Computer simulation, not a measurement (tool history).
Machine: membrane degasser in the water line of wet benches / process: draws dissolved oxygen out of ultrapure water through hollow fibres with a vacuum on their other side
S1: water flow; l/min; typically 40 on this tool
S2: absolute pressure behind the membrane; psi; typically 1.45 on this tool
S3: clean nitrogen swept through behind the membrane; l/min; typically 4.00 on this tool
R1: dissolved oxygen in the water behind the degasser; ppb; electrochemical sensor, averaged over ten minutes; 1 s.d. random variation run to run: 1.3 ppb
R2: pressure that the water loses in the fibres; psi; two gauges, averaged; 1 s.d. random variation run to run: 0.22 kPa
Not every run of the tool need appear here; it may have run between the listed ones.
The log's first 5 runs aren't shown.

run,day,S1,S2,S3,R1,R2
6,13.796,40,1.45,5.82,137.2,8.206
7,16.529,59,1.45,4.00,335.3,12.121
8,19.350,59,1.45,4.00,339.5,12.098
9,22.525,59,1.45,4.00,336.6,12.119
10,25.500,59,1.45,4.00,341.0,12.134
11,27.538,40,1.45,3.60,200.4,8.209
12,30.346,40,1.45,3.60,202.0,8.248
13,33.446,40,1.45,6.01,136.6,8.267
14,35.733,40,1.45,4.00,186.0,8.224
15,39.262,40,1.45,4.00,184.8,8.263
16,42.667,40,1.45,4.00,187.0,8.241
17,44.371,32,1.45,4.00,139.8,6.598
18,47.188,44,1.45,4.00,213.7,9.078
19,50.779,44,1.45,4.00,213.6,9.119
20,53.342,45,1.45,2.60,304.6,9.339
21,56.112,45,1.45,2.60,304.0,9.348
22,59.708,45,2.77,2.60,624.7,9.339
23,61.621,62,2.93,2.63,934.1,12.714
24,64.517,45,1.55,4.00,240.6,9.317
25,66.112,47,1.60,4.00,265.4,9.735
26,68.592,47,1.60,4.00,265.2,9.725
27,70.712,47,1.60,4.00,268.8,9.778
28,73.754,46,1.71,2.82,361.7,9.575
29,75.667,24,2.38,4.00,193.7,5.008
30,79.100,24,2.38,4.00,193.0,5.027

What will run 31 give?
31,82.562,49,3.31,2.29,?,?

{"run 31": {"R1": 905.6, "R2": 10.182}}
Were there no unlogged condition in the tool, this run, its random variation unchanged, would have produced R1 887.5 ppb, R2 9.789 psi.

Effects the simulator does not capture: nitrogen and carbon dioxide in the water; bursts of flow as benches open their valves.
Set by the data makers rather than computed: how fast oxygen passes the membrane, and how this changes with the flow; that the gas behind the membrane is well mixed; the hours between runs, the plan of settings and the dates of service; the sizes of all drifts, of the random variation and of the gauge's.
